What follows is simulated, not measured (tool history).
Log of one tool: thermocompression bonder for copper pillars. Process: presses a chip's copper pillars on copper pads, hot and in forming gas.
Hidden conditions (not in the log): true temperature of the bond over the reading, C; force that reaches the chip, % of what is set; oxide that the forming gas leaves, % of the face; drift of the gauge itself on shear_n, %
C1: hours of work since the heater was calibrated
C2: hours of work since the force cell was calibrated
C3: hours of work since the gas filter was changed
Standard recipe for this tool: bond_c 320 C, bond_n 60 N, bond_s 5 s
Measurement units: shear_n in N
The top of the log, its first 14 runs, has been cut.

{"run": 15, "hour": 104.8, "bond_c": 320, "bond_n": 60, "bond_s": 5, "C1": 464, "C2": 171, "C3": 23, "shear_n": 58.3}
{"run": 16, "hour": 114.2, "bond_c": 320, "bond_n": 60, "bond_s": 5, "C1": 469, "C2": 176, "C3": 28, "shear_n": 58.2}
{"run": 17, "hour": 122.7, "bond_c": 320, "bond_n": 60, "bond_s": 5, "C1": 474, "C2": 181, "C3": 33, "shear_n": 57.6}
{"run": 18, "hour": 129.9, "bond_c": 320, "bond_n": 60, "bond_s": 5, "C1": 478, "C2": 185, "C3": 37, "shear_n": 57.5}
{"run": 19, "hour": 139.7, "bond_c": 320, "bond_n": 60, "bond_s": 5, "C1": 483, "C2": 190, "C3": 42, "shear_n": 57.7}
{"run": 20, "hour": 146.5, "bond_c": 320, "bond_n": 60, "bond_s": 7, "C1": 487, "C2": 194, "C3": 46, "shear_n": 62.3}
{"run": 21, "hour": 154.0, "bond_c": 325, "bond_n": 52, "bond_s": 7, "C1": 491, "C2": 198, "C3": 50, "shear_n": 59.6}
{"run": 22, "hour": 161.9, "bond_c": 325, "bond_n": 52, "bond_s": 7, "C1": 495, "C2": 202, "C3": 54, "shear_n": 60.7}
{"run": 23, "hour": 168.1, "bond_c": 325, "bond_n": 73, "bond_s": 7, "C1": 499, "C2": 205, "C3": 57, "shear_n": 70.8}
{"run": 24, "hour": 174.7, "bond_c": 299, "bond_n": 50, "bond_s": 4, "C1": 502, "C2": 209, "C3": 61, "shear_n": 38.9}
{"run": 25, "hour": 182.6, "bond_c": 305, "bond_n": 63, "bond_s": 10, "C1": 506, "C2": 213, "C3": 65, "shear_n": 62.4}
{"run": 26, "hour": 192.5, "bond_c": 320, "bond_n": 57, "bond_s": 7, "C1": 512, "C2": 219, "C3": 71, "shear_n": 61.2}
{"run": 27, "hour": 197.6, "bond_c": 320, "bond_n": 57, "bond_s": 7, "C1": 515, "C2": 221, "C3": 73, "shear_n": 61.7}
{"hour": 200.3, "done": "heater calibrated with a thermocouple chip"}
{"run": 28, "hour": 205.9, "bond_c": 320, "bond_n": 61, "bond_s": 7, "C1": 3, "C2": 225, "C3": 77, "shear_n": 65.1}
{"run": 29, "hour": 215.6, "bond_c": 320, "bond_n": 61, "bond_s": 7, "C1": 8, "C2": 230, "C3": 82, "shear_n": 63.1}
{"run": 30, "hour": 224.2, "bond_c": 339, "bond_n": 60, "bond_s": 5, "C1": 13, "C2": 235, "C3": 87, "shear_n": 65.6}
{"run": 31, "hour": 232.4, "bond_c": 339, "bond_n": 60, "bond_s": 5, "C1": 17, "C2": 239, "C3": 91, "shear_n": 65.7}
{"run": 32, "hour": 238.8, "bond_c": 307, "bond_n": 68, "bond_s": 4, "C1": 21, "C2": 243, "C3": 95, "shear_n": 54.1}
{"run": 33, "hour": 249.3, "bond_c": 320, "bond_n": 62, "bond_s": 12, "C1": 27, "C2": 248, "C3": 100, "shear_n": 71.6}
{"run": 34, "hour": 258.6, "bond_c": 320, "bond_n": 62, "bond_s": 12, "C1": 32, "C2": 253, "C3": 105, "shear_n": 69.3}
{"hour": 264.3, "done": "heater calibrated with a thermocouple chip, once more"}
{"run": 35, "hour": 265.2, "bond_c": 320, "bond_n": 60, "bond_s": 7, "C1": 1, "C2": 256, "C3": 108, "shear_n": 57.5}
{"run": 36, "hour": 270.1, "bond_c": 320, "bond_n": 39, "bond_s": 3, "C1": 3, "C2": 259, "C3": 110, "shear_n": 31.4}
{"run": 37, "hour": 275.5, "bond_c": 320, "bond_n": 39, "bond_s": 3, "C1": 6, "C2": 262, "C3": 113, "shear_n": 32.5}
{"run": 38, "hour": 285.6, "bond_c": 320, "bond_n": 57, "bond_s": 8, "C1": 12, "C2": 267, "C3": 119, "shear_n": 59.1}
{"run": 39, "hour": 291.1, "bond_c": 320, "bond_n": 47, "bond_s": 5, "C1": 15, "C2": 270, "C3": 122, "shear_n": 45.7}

Forecast each of these 4 alternatives for the next run:
{"run": "A", "hour": 300.0, "bond_c": 347, "bond_n": 49, "bond_s": 3, "C1": 19, "C2": 275, "C3": 127, "shear_n": "?"}
{"run": "B", "hour": 300.0, "bond_c": 322, "bond_n": 75, "bond_s": 7, "C1": 19, "C2": 275, "C3": 127, "shear_n": "?"}
{"run": "C", "hour": 300.0, "bond_c": 320, "bond_n": 53, "bond_s": 5, "C1": 19, "C2": 275, "C3": 127, "shear_n": "?"}
{"run": "D", "hour": 300.0, "bond_c": 320, "bond_n": 49, "bond_s": 5, "C1": 19, "C2": 275, "C3": 127, "shear_n": "?"}

run=A shear_n=49.3
run=B shear_n=66.9
run=C shear_n=49.3
run=D shear_n=46.7
The same runs, with their run-to-run variation unchanged, on a tool lacking any hidden condition would have given:
run=A shear_n=49.8
run=B shear_n=68.1
run=C shear_n=49.8
run=D shear_n=47.1
